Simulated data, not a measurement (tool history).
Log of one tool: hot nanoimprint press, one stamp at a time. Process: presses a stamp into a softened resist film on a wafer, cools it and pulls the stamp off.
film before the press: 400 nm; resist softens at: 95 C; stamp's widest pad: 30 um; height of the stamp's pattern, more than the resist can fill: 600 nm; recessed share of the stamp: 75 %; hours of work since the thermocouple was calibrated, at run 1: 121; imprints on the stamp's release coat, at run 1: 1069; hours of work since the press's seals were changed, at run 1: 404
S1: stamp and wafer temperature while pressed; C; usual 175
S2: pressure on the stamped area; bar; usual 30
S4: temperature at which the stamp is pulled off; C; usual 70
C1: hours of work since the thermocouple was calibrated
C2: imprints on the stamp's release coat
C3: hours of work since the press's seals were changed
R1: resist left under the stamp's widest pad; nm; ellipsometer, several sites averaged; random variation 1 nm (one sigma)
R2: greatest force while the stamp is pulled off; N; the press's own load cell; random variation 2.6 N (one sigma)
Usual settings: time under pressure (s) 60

Run 1, hour 0: usual settings; C1 121; C2 1069; C3 404. Result: R1 148.7 nm, R2 166 N.
Run 2, hour 37.5: usual settings; C1 140; C2 1156; C3 423. Result: R1 147.1 nm, R2 172 N.
Run 3, hour 55.6: usual settings; C1 149; C2 1198; C3 432. Result: R1 148.8 nm, R2 172 N.
Run 4, hour 94.6: usual settings but time under pressure (s) 35; C1 170; C2 1288; C3 453. Result: R1 179.5 nm, R2 180 N.
Run 5, hour 132.5: usual settings; C1 189; C2 1376; C3 472. Result: R1 146.7 nm, R2 181 N.
Run 6, hour 170.4: usual settings but S1 174 C; C1 209; C2 1464; C3 492. Result: R1 151.9 nm, R2 189 N.
Run 7, hour 195.5: usual settings but S1 174 C; C1 222; C2 1522; C3 505. Result: R1 153.2 nm, R2 187 N.
Run 8, hour 221: usual settings; C1 235; C2 1581; C3 518. Result: R1 147.2 nm, R2 196 N.
Run 9, hour 238.8: usual settings; C1 245; C2 1622; C3 528. Result: R1 146.1 nm, R2 199 N.
Run 10, hour 263.9: usual settings but S1 174 C; C1 258; C2 1680; C3 541. Result: R1 151.8 nm, R2 199 N.
Run 11, hour 284.4: usual settings but S1 174 C; C1 268; C2 1728; C3 551. Result: R1 151 nm, R2 197 N.
Run 12, hour 320.9: usual settings but S1 174 C; C1 287; C2 1813; C3 570. Result: R1 152.9 nm, R2 201 N.
Run 13, hour 344.6: usual settings but S1 174 C; C1 300; C2 1867; C3 583. Result: R1 151.1 nm, R2 219 N.
Run 14, hour 363.8: usual settings but S1 174 C, time under pressure (s) 71; C1 310; C2 1912; C3 593. Result: R1 143.6 nm, R2 210 N.
Run 15, hour 385.9: usual settings but S1 174 C, time under pressure (s) 56; C1 321; C2 1963; C3 604. Result: R1 156 nm, R2 209 N.
At hour 394.9: stamp cleaned and given a new release coat.
Run 16, hour 417.8: usual settings but S1 174 C, S2 45.3 bar, time under pressure (s) 56, S4 58 C; C1 335; C2 53; C3 618. Result: R1 127.5 nm, R2 144 N.
At hour 422.5: plate thermocouple calibrated.
Run 17, hour 443.3: usual settings but S1 174 C, S2 45.3 bar, time under pressure (s) 107, S4 58 C; C1 11; C2 105; C3 629. Result: R1 94.4 nm, R2 145 N.
Run 18, hour 480.3: usual settings but S1 174 C, S2 26 bar, time under pressure (s) 50, S4 65 C; C1 30; C2 191; C3 649. Result: R1 169.1 nm, R2 133 N.
Run 19, hour 517.2: usual settings but time under pressure (s) 35; C1 49; C2 277; C3 668. Result: R1 176.2 nm, R2 131 N.
Run 20, hour 544.2: usual settings but S1 181 C, S2 43.2 bar, time under pressure (s) 61; C1 63; C2 339; C3 682. Result: R1 91.2 nm, R2 134 N.
At hour 572.6: plate thermocouple calibrated, once more.
Run 21, hour 586.3: usual settings but S2 42.3 bar; C1 7; C2 430; C3 702. Result: R1 128.4 nm, R2 139 N.
Run 22, hour 622: usual settings but S2 22.7 bar, S4 73 C; C1 26; C2 512; C3 721. Result: R1 172 nm, R2 136 N.
Run 23, hour 642.7: usual settings but S1 179 C, S4 77 C; C1 36; C2 560; C3 731. Result: R1 130.1 nm, R2 130 N.
Run 24, hour 665.6: usual settings but S1 179 C, S4 77 C; C1 48; C2 613; C3 743. Result: R1 127.2 nm, R2 130 N.
Run 25, hour 704.8: usual settings but time under pressure (s) 52, S4 73 C; C1 69; C2 704; C3 764. Result: R1 162.7 nm, R2 145 N.
Run 26, hour 737.7: usual settings but time under pressure (s) 52, S4 73 C; C1 86; C2 780; C3 781. Result: R1 161.9 nm, R2 148 N.
Run 27, hour 776: usual settings but time under pressure (s) 61, S4 73 C; C1 106; C2 869; C3 801. Result: R1 152.1 nm, R2 154 N.
Run 28, hour 803.9: usual settings but time under pressure (s) 61, S4 73 C; C1 120; C2 934; C3 815. Result: R1 150.5 nm, R2 156 N.
Run 29, hour 841.2: usual settings but S1 183 C, S2 18.7 bar, time under pressure (s) 59; C1 140; C2 1020; C3 835. Result: R1 138.1 nm, R2 167 N.

Forecast each of these 4 alternatives for the next run:
Run A, hour 862.9: usual settings but S1 167 C; C1 151; C2 1070; C3 846. Result: R1 ?, R2 ?.
Run B, hour 862.9: usual settings but S1 183 C, S2 29.4 bar, time under pressure (s) 72, S4 73 C; C1 151; C2 1070; C3 846. Result: R1 ?, R2 ?.
Run C, hour 862.9: usual settings but S1 172 C; C1 151; C2 1070; C3 846. Result: R1 ?, R2 ?.
Run D, hour 862.9: usual settings but S1 174 C, S4 63 C; C1 151; C2 1070; C3 846. Result: R1 ?, R2 ?.

run     R1   R2
  A  211.2  168
  B  102.3  168
  C    171  170
  D  157.2  186
Without the tool's hidden state the same runs would have given:
run     R1   R2
  A  208.3  121
  B  100.4  121
  C  168.3  122
  D  154.6  134

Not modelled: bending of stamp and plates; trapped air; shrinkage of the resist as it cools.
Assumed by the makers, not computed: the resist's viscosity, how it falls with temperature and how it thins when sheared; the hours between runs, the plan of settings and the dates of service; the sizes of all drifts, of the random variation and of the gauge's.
